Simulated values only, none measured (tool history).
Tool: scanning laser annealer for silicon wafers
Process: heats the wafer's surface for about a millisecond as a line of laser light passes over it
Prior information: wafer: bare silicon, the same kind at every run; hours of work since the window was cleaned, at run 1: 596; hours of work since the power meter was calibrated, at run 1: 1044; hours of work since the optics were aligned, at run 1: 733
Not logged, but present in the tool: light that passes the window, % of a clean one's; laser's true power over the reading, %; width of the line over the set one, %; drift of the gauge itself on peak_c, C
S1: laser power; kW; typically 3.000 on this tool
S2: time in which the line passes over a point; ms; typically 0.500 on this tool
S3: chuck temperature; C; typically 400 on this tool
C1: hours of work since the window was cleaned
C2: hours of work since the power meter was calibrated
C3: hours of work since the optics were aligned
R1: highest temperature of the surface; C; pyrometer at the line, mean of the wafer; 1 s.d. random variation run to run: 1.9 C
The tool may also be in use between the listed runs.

Run 1, hour 0.0: usual settings; C1 596; C2 1044; C3 733. Result: R1 1212 C.
Run 2, hour 52.0: usual settings; C1 628; C2 1077; C3 766. Result: R1 1213 C.
At hour 95.6: window over the wafer cleaned.
Run 3, hour 98.0: usual settings; C1 1; C2 1104; C3 794. Result: R1 1217 C.
Run 4, hour 127.4: usual settings; C1 20; C2 1123; C3 812. Result: R1 1213 C.
Run 5, hour 174.7: usual settings but S3 390 C; C1 50; C2 1152; C3 842. Result: R1 1205 C.
Run 6, hour 222.1: usual settings but S2 0.353 ms; C1 79; C2 1182; C3 871. Result: R1 1080 C.
Run 7, hour 258.1: usual settings; C1 102; C2 1205; C3 894. Result: R1 1215 C.
Run 8, hour 292.2: usual settings; C1 123; C2 1226; C3 915. Result: R1 1216 C.
Run 9, hour 319.7: usual settings but S2 0.381 ms; C1 140; C2 1243; C3 932. Result: R1 1106 C.
Run 10, hour 356.4: usual settings but S2 0.461 ms; C1 163; C2 1266; C3 955. Result: R1 1182 C.
Run 11, hour 395.8: usual settings but S2 0.461 ms; C1 188; C2 1291; C3 980. Result: R1 1181 C.
Run 12, hour 442.6: usual settings but S2 0.461 ms; C1 217; C2 1320; C3 1009. Result: R1 1179 C.
Run 13, hour 474.3: usual settings but S2 0.461 ms; C1 237; C2 1340; C3 1029. Result: R1 1181 C.
Run 14, hour 528.5: usual settings but S2 0.461 ms; C1 271; C2 1374; C3 1063. Result: R1 1179 C.
Run 15, hour 580.8: usual settings; C1 304; C2 1406; C3 1096. Result: R1 1213 C.
Run 16, hour 625.7: usual settings but S1 3.257 kW; C1 332; C2 1435; C3 1124. Result: R1 1299 C.
Run 17, hour 650.3: usual settings but S1 3.257 kW, S2 0.392 ms, S3 406 C; C1 347; C2 1450; C3 1139. Result: R1 1201 C.
Run 18, hour 697.5: usual settings but S2 0.359 ms; C1 377; C2 1479; C3 1169. Result: R1 1087 C.
Run 19, hour 749.8: usual settings but S1 3.285 kW, S2 0.508 ms, S3 404 C; C1 409; C2 1512; C3 1201. Result: R1 1323 C.
Run 20, hour 775.0: usual settings but S1 3.030 kW, S2 0.468 ms; C1 425; C2 1528; C3 1217. Result: R1 1194 C.
Run 21, hour 809.2: usual settings but S3 425 C; C1 447; C2 1549; C3 1239. Result: R1 1239 C.
Run 22, hour 839.2: usual settings but S3 425 C; C1 465; C2 1568; C3 1257. Result: R1 1237 C.
Run 23, hour 890.3: usual settings but S1 2.628 kW, S2 0.466 ms, S3 379 C; C1 497; C2 1600; C3 1289. Result: R1 1047 C.
Run 24, hour 934.0: usual settings but S1 2.628 kW, S2 0.466 ms, S3 379 C; C1 525; C2 1627; C3 1317. Result: R1 1048 C.
Run 25, hour 964.8: usual settings but S1 2.628 kW, S2 0.466 ms, S3 379 C; C1 544; C2 1647; C3 1336. Result: R1 1050 C.
Run 26, hour 1005.2: usual settings but S1 2.968 kW, S3 419 C; C1 569; C2 1672; C3 1361. Result: R1 1224 C.
Run 27, hour 1039.3: usual settings but S1 3.279 kW, S3 388 C; C1 590; C2 1693; C3 1382. Result: R1 1294 C.
Run 28, hour 1078.5: usual settings but S1 2.766 kW, S2 0.606 ms, S3 386 C; C1 615; C2 1718; C3 1407. Result: R1 1201 C.
Run 29, hour 1111.9: usual settings but S1 3.015 kW, S2 0.541 ms, S3 395 C; C1 636; C2 1739; C3 1428. Result: R1 1247 C.
At hour 1145.4: window over the wafer cleaned.
Run 30, hour 1163.7: usual settings but S1 3.015 kW, S2 0.541 ms, S3 395 C; C1 11; C2 1770; C3 1459. Result: R1 1245 C.

Forecast run 31:
Run 31, hour 1208.0: usual settings but S1 2.560 kW, S2 0.445 ms, S3 377 C; C1 39; C2 1798; C3 1487. Result: R1 ?.

R1: 1011 C
Had the tool carried no hidden state, the very same run would have given R1 1011 C.
